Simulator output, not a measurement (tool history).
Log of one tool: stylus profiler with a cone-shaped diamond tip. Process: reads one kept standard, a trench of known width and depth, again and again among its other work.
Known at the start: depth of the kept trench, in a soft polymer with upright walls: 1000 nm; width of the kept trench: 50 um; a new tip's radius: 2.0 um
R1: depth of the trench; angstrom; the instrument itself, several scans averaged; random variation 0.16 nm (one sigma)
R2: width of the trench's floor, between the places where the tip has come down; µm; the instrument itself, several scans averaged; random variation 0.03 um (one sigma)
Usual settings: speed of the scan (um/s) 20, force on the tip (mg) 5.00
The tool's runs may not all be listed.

{"run": 1, "hour": 0.0, "speed of the scan (um/s)": 20, "force on the tip (mg)": 5.0, "R1": 10143.9, "R2": 46.45}
{"run": 2, "hour": 71.7, "speed of the scan (um/s)": 20, "force on the tip (mg)": 5.0, "R1": 10146.3, "R2": 46.42}
{"run": 3, "hour": 198.9, "speed of the scan (um/s)": 20, "force on the tip (mg)": 5.0, "R1": 10142.0, "R2": 46.48}
{"run": 4, "hour": 268.4, "speed of the scan (um/s)": 20, "force on the tip (mg)": 5.0, "R1": 10142.5, "R2": 46.44}
{"run": 5, "hour": 385.6, "speed of the scan (um/s)": 20, "force on the tip (mg)": 7.19, "R1": 10182.3, "R2": 46.47}
{"run": 6, "hour": 456.8, "speed of the scan (um/s)": 20, "force on the tip (mg)": 7.19, "R1": 10182.6, "R2": 46.48}
{"run": 7, "hour": 515.1, "speed of the scan (um/s)": 20, "force on the tip (mg)": 7.19, "R1": 10185.1, "R2": 46.45}
{"run": 8, "hour": 651.8, "speed of the scan (um/s)": 20, "force on the tip (mg)": 7.19, "R1": 10181.3, "R2": 46.43}
{"run": 9, "hour": 734.1, "speed of the scan (um/s)": 20, "force on the tip (mg)": 7.19, "R1": 10181.8, "R2": 46.49}
{"run": 10, "hour": 820.9, "speed of the scan (um/s)": 20, "force on the tip (mg)": 2.89, "R1": 10099.7, "R2": 46.45}
{"run": 11, "hour": 945.7, "speed of the scan (um/s)": 20, "force on the tip (mg)": 6.75, "R1": 10174.2, "R2": 46.47}
{"hour": 956.0, "done": "height scale calibrated on a step standard"}
{"run": 12, "hour": 1071.6, "speed of the scan (um/s)": 20, "force on the tip (mg)": 6.75, "R1": 10172.9, "R2": 46.49}
{"run": 13, "hour": 1152.6, "speed of the scan (um/s)": 20, "force on the tip (mg)": 5.0, "R1": 10145.5, "R2": 46.45}
{"run": 14, "hour": 1211.6, "speed of the scan (um/s)": 20, "force on the tip (mg)": 11.92, "R1": 10254.0, "R2": 46.4}
{"run": 15, "hour": 1279.7, "speed of the scan (um/s)": 20, "force on the tip (mg)": 11.92, "R1": 10253.9, "R2": 46.51}
{"run": 16, "hour": 1377.4, "speed of the scan (um/s)": 20, "force on the tip (mg)": 11.92, "R1": 10255.2, "R2": 46.48}
{"run": 17, "hour": 1464.0, "speed of the scan (um/s)": 20, "force on the tip (mg)": 11.92, "R1": 10253.0, "R2": 46.41}
{"run": 18, "hour": 1575.2, "speed of the scan (um/s)": 20, "force on the tip (mg)": 11.92, "R1": 10255.3, "R2": 46.48}
{"run": 19, "hour": 1649.1, "speed of the scan (um/s)": 20, "force on the tip (mg)": 11.92, "R1": 10258.1, "R2": 46.4}
{"run": 20, "hour": 1769.9, "speed of the scan (um/s)": 20, "force on the tip (mg)": 5.0, "R1": 10144.0, "R2": 46.41}
{"run": 21, "hour": 1889.3, "speed of the scan (um/s)": 20, "force on the tip (mg)": 3.59, "R1": 10113.1, "R2": 46.47}
{"run": 22, "hour": 1968.1, "speed of the scan (um/s)": 20, "force on the tip (mg)": 4.44, "R1": 10134.1, "R2": 46.52}
{"run": 23, "hour": 2066.7, "speed of the scan (um/s)": 20, "force on the tip (mg)": 4.44, "R1": 10132.0, "R2": 46.44}
{"run": 24, "hour": 2169.8, "speed of the scan (um/s)": 18, "force on the tip (mg)": 3.45, "R1": 10109.6, "R2": 46.43}
{"run": 25, "hour": 2309.6, "speed of the scan (um/s)": 18, "force on the tip (mg)": 3.45, "R1": 10111.4, "R2": 46.43}
{"run": 26, "hour": 2392.7, "speed of the scan (um/s)": 6, "force on the tip (mg)": 14.57, "R1": 10293.2, "R2": 46.5}
{"run": 27, "hour": 2468.3, "speed of the scan (um/s)": 45, "force on the tip (mg)": 13.05, "R1": 10273.8, "R2": 46.44}
{"run": 28, "hour": 2548.5, "speed of the scan (um/s)": 45, "force on the tip (mg)": 13.05, "R1": 10273.1, "R2": 46.41}
{"run": 29, "hour": 2625.2, "speed of the scan (um/s)": 14, "force on the tip (mg)": 2.03, "R1": 10077.4, "R2": 46.42}
{"run": 30, "hour": 2737.9, "speed of the scan (um/s)": 14, "force on the tip (mg)": 2.03, "R1": 10077.7, "R2": 46.43}
{"run": 31, "hour": 2834.4, "speed of the scan (um/s)": 14, "force on the tip (mg)": 12.35, "R1": 10262.3, "R2": 46.46}
{"run": 32, "hour": 2950.3, "speed of the scan (um/s)": 5, "force on the tip (mg)": 3.48, "R1": 10114.0, "R2": 46.48}
{"hour": 3000.7, "done": "new tip fitted, height scale calibrated"}
{"run": 33, "hour": 3023.5, "speed of the scan (um/s)": 18, "force on the tip (mg)": 10.94, "R1": 10241.7, "R2": 46.44}
{"run": 34, "hour": 3136.0, "speed of the scan (um/s)": 18, "force on the tip (mg)": 5.84, "R1": 10157.2, "R2": 46.48}
{"run": 35, "hour": 3198.7, "speed of the scan (um/s)": 7, "force on the tip (mg)": 14.67, "R1": 10295.1, "R2": 46.49}
{"run": 36, "hour": 3318.9, "speed of the scan (um/s)": 14, "force on the tip (mg)": 2.38, "R1": 10085.4, "R2": 46.51}
{"run": 37, "hour": 3456.7, "speed of the scan (um/s)": 21, "force on the tip (mg)": 6.07, "R1": 10162.7, "R2": 46.46}
{"run": 38, "hour": 3531.5, "speed of the scan (um/s)": 71, "force on the tip (mg)": 4.0, "R1": 10122.7, "R2": 46.21}
{"run": 39, "hour": 3662.7, "speed of the scan (um/s)": 38, "force on the tip (mg)": 5.54, "R1": 10152.1, "R2": 46.37}
{"run": 40, "hour": 3757.6, "speed of the scan (um/s)": 36, "force on the tip (mg)": 5.31, "R1": 10148.7, "R2": 46.37}
{"run": 41, "hour": 3886.2, "speed of the scan (um/s)": 20, "force on the tip (mg)": 13.69, "R1": 10279.2, "R2": 46.45}
{"run": 42, "hour": 3962.7, "speed of the scan (um/s)": 20, "force on the tip (mg)": 13.69, "R1": 10280.0, "R2": 46.5}
{"run": 43, "hour": 4079.8, "speed of the scan (um/s)": 20, "force on the tip (mg)": 13.69, "R1": 10281.3, "R2": 46.49}
{"run": 44, "hour": 4163.3, "speed of the scan (um/s)": 20, "force on the tip (mg)": 13.69, "R1": 10282.2, "R2": 46.46}
{"run": 45, "hour": 4251.9, "speed of the scan (um/s)": 21, "force on the tip (mg)": 3.19, "R1": 10107.9, "R2": 46.4}

Forecast each of these 5 alternatives for the next run:
{"run": "A", "hour": 4355.6, "speed of the scan (um/s)": 61, "force on the tip (mg)": 2.43, "R1": "?", "R2": "?"}
{"run": "B", "hour": 4355.6, "speed of the scan (um/s)": 8, "force on the tip (mg)": 3.21, "R1": "?", "R2": "?"}
{"run": "C", "hour": 4355.6, "speed of the scan (um/s)": 25, "force on the tip (mg)": 7.79, "R1": "?", "R2": "?"}
{"run": "D", "hour": 4355.6, "speed of the scan (um/s)": 29, "force on the tip (mg)": 9.23, "R1": "?", "R2": "?"}
{"run": "E", "hour": 4355.6, "speed of the scan (um/s)": 6, "force on the tip (mg)": 2.13, "R1": "?", "R2": "?"}

run=A R1=10087.9 R2=46.19
run=B R1=10104.4 R2=46.55
run=C R1=10193.9 R2=46.47
run=D R1=10216.9 R2=46.46
run=E R1=10082.5 R2=46.52
Without the tool's hidden state the same runs would have given:
run=A R1=10088.0 R2=46.20
run=B R1=10104.5 R2=46.55
run=C R1=10194.0 R2=46.47
run=D R1=10217.0 R2=46.46
run=E R1=10082.5 R2=46.52

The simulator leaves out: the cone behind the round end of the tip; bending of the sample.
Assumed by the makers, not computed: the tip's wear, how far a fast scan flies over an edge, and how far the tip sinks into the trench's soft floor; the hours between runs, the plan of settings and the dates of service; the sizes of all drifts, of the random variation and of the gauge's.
